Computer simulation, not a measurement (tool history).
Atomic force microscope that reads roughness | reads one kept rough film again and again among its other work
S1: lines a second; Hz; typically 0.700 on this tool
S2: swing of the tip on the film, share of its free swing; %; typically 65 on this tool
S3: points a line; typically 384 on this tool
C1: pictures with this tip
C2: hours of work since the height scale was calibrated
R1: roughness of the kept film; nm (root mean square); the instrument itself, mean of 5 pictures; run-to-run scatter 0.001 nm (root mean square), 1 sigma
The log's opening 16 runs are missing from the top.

run   hour     S1  S2   S3   C1   C2     R1
 17  143.6  2.523  65  384  160  214  0.504
 18  148.8  2.523  65  338  171  217  0.500
     150.4  -- height scale calibrated on a step standard
 19  156.8  2.523  65  338  186    4  0.499
 20  165.2  1.419  84  384  204    9  0.487
     170.6  -- height scale calibrated on a step standard, once more
 21  171.7  0.845  65  274  216    1  0.507
 22  179.9  3.976  65  274  233    6  0.479
 23  190.5  0.700  63  492  256   12  0.517
 24  195.8  0.700  63  492  267   15  0.518
     199.0  -- new tip fitted
 25  204.9  0.700  63  861   12   21  0.536

Estimate the outcome of run 26 from the log above:
 26  213.6  1.454  69  861  31  26   ?

{"run 26": {"R1": 0.523}}
With no hidden state in the tool, this same run would have given R1 0.524 nm (root mean square).
